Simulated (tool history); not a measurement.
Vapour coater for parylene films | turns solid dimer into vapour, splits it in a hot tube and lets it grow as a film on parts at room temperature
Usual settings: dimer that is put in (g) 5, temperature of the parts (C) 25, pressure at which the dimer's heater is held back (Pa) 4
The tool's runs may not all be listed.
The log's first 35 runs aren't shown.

run,hour,dimer that is put in (g),temperature of the parts (C),pressure at which the dimer's heater is held back (Pa),thickness of the film (um)
36,1918.5,8,21,2.09,5
37,1948.8,5,22,6.64,2.77
38,1984.9,5,32,6.64,1.86
# hour 2024.2: trap's valve overhauled
39,2024.2,3,35,3.81,1.14
40,2062.5,7,31,5,3.1
41,2117.5,7,31,5,3.14
42,2180.9,7,23,2.1,4.44
43,2247.4,6,25,6.91,3.23
44,2280.8,3,22,4.6,1.83
45,2326.4,3,22,4.6,1.83
46,2360.8,3,22,4.6,1.79

4 ways to go on from here, each from the tool as it stands after run 46. What would each give?
A,2388.9,5,23,8.8,?
B,2388.9,5,26,4,?
C,2388.9,6,20,5.51,?
D,2388.9,9,23,4.6,?

run,thickness of the film (um)
A,2.73
B,2.51
C,3.85
D,5.17
Without the tool's hidden state the same runs would have given:
run,thickness of the film (um)
A,3.12
B,2.87
C,4.4
D,5.9
